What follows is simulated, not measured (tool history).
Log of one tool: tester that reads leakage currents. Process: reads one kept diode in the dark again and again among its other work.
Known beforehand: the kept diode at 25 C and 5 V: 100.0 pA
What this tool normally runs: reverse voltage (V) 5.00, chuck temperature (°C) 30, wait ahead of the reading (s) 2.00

| run | hour | reverse voltage (V) | chuck temperature (°C) | wait ahead of the reading (s) | current that the tester gives (pA) |
|---|---|---|---|---|---|
| 1 | 0.0 | 5.00 | 30 | 2.00 | 154.74 |
| 2 | 15.5 | 5.00 | 30 | 2.00 | 154.84 |
| 3 | 31.2 | 5.00 | 30 | 2.00 | 155.13 |
| 4 | 50.5 | 5.00 | 60 | 2.00 | 1234.29 |
| 5 | 79.4 | 5.00 | 30 | 0.99 | 155.10 |
| 6 | 112.8 | 3.17 | 30 | 2.00 | 124.36 |
| 7 | 140.4 | 3.17 | 30 | 2.00 | 123.83 |
| 8 | 171.0 | 5.00 | 30 | 2.00 | 156.83 |
| 9 | 199.9 | 5.00 | 30 | 2.00 | 156.46 |
| 10 | 234.1 | 5.00 | 30 | 2.96 | 158.07 |
| 11 | 255.7 | 9.17 | 30 | 2.96 | 212.15 |
| 12 | 288.1 | 9.17 | 30 | 2.96 | 215.90 |
| 13 | 312.6 | 9.17 | 30 | 2.96 | 215.56 |
| 14 | 339.7 | 9.17 | 30 | 2.96 | 215.51 |
| 15 | 361.4 | 9.17 | 30 | 2.96 | 215.60 |
| 16 | 386.9 | 9.17 | 30 | 2.96 | 215.79 |
| 17 | 412.6 | 5.00 | 30 | 1.13 | 160.37 |
| 18 | 439.2 | 1.51 | 30 | 2.00 | 87.55 |
| 19 | 466.3 | 1.51 | 30 | 2.00 | 87.36 |
| 20 | 486.6 | 1.85 | 30 | 2.00 | 96.98 |
| 21 | 500.7 | 15.05 | 50 | 7.38 | 1150.80 |
| 22 | 523.5 | 15.05 | 50 | 7.38 | 1148.26 |
| 23 | 549.0 | 6.93 | 30 | 4.68 | 190.08 |
| 24 | 581.3 | 11.31 | 51 | 1.98 | 1071.55 |
| 25 | 613.0 | 5.00 | 30 | 2.21 | 160.94 |
| 26 | 638.1 | 5.00 | 24 | 0.66 | 104.55 |
| 27 | 654.1 | 5.00 | 24 | 0.66 | 104.11 |
| 28 | 670.7 | 5.00 | 30 | 1.93 | 163.22 |
| 29 | 700.9 | 5.00 | 30 | 0.82 | 163.61 |
| 30 | 729.6 | 1.16 | 41 | 2.00 | 174.75 |

Measured result minus the same run's result without the hidden state. Both carry the same run-to-run variation, though not necessarily the same gauge scatter:
Unlogged tool condition in this case: stray current of the dirty probe card, pA a volt; current scale over the true one, %; true chuck temperature over the reading, C; drift of the gauge itself on leakage_pa, %.
| run | current that the tester gives (pA) |
|---|---|
| 1 | +5.80 |
| 2 | +6.01 |
| 3 | +6.17 |
| 4 | +29.97 |
| 5 | +6.75 |
| 6 | +5.39 |
| 7 | +5.61 |
| 8 | +7.97 |
| 9 | +8.29 |
| 10 | +8.81 |
| 11 | +13.36 |
| 12 | +14.13 |
| 13 | +14.51 |
| 14 | +14.97 |
| 15 | +15.35 |
| 16 | +15.81 |
| 17 | +11.02 |
| 18 | +5.50 |
| 19 | +5.66 |
| 20 | +6.52 |
| 21 | +66.81 |
| 22 | +68.28 |
| 23 | +15.72 |
| 24 | +65.42 |
| 25 | +13.48 |
| 26 | +10.25 |
| 27 | +10.31 |
| 28 | +14.30 |
| 29 | +14.61 |
| 30 | +12.39 |

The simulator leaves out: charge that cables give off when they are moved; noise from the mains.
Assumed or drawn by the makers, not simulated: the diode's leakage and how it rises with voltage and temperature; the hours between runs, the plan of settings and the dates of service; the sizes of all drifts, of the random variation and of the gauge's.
